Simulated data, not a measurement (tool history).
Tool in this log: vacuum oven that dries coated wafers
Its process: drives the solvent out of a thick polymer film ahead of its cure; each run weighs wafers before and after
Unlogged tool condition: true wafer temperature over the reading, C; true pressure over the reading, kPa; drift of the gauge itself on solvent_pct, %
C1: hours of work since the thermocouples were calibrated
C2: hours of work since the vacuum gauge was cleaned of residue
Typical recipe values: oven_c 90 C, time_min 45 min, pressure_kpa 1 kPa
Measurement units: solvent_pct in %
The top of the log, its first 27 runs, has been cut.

Run 28, hour 252.9: usual settings but oven_c 91 C, time_min 25 min; C1 463; C2 277. Result: solvent_pct 5.01 %.
Run 29, hour 265.4: usual settings but pressure_kpa 0.65 kPa; C1 470; C2 284. Result: solvent_pct 2.07 %.
Run 30, hour 277.9: usual settings but oven_c 95 C, pressure_kpa 0.65 kPa; C1 477; C2 291. Result: solvent_pct 1.14 %.
Run 31, hour 289.3: usual settings but oven_c 78 C, time_min 23 min, pressure_kpa 0.65 kPa; C1 483; C2 297. Result: solvent_pct 11.19 %.
Run 32, hour 299.3: usual settings but oven_c 93 C, time_min 27 min, pressure_kpa 1.06 kPa; C1 489; C2 302. Result: solvent_pct 3.85 %.
Run 33, hour 311.6: usual settings but oven_c 89 C, time_min 53 min, pressure_kpa 2.68 kPa; C1 496; C2 309. Result: solvent_pct 4.16 %.
Run 34, hour 322: usual settings but oven_c 89 C, time_min 53 min, pressure_kpa 2.68 kPa; C1 502; C2 315. Result: solvent_pct 4.18 %.
Run 35, hour 331.6: usual settings but oven_c 89 C, time_min 71 min, pressure_kpa 2.99 kPa; C1 507; C2 320. Result: solvent_pct 4.05 %.
Run 36, hour 336.8: usual settings but oven_c 89 C, time_min 29 min, pressure_kpa 1.09 kPa; C1 510; C2 323. Result: solvent_pct 4.87 %.

Branching from run 36: 3 alternative next runs. What would each branch give?
Run A, hour 343.4: usual settings but oven_c 76 C, time_min 74 min, pressure_kpa 2.78 kPa; C1 514; C2 327. Result: solvent_pct ?.
Run B, hour 343.4: usual settings but oven_c 92 C, time_min 29 min, pressure_kpa 1.6 kPa; C1 514; C2 327. Result: solvent_pct ?.
Run C, hour 343.4: usual settings but pressure_kpa 1.64 kPa; C1 514; C2 327. Result: solvent_pct ?.

run  solvent_pct
  A         8.32
  B         4.31
  C         3.27
With the hidden condition removed and each run's random variation left untouched, the same runs would have given:
run  solvent_pct
  A         8.69
  B         4.62
  C         3.45
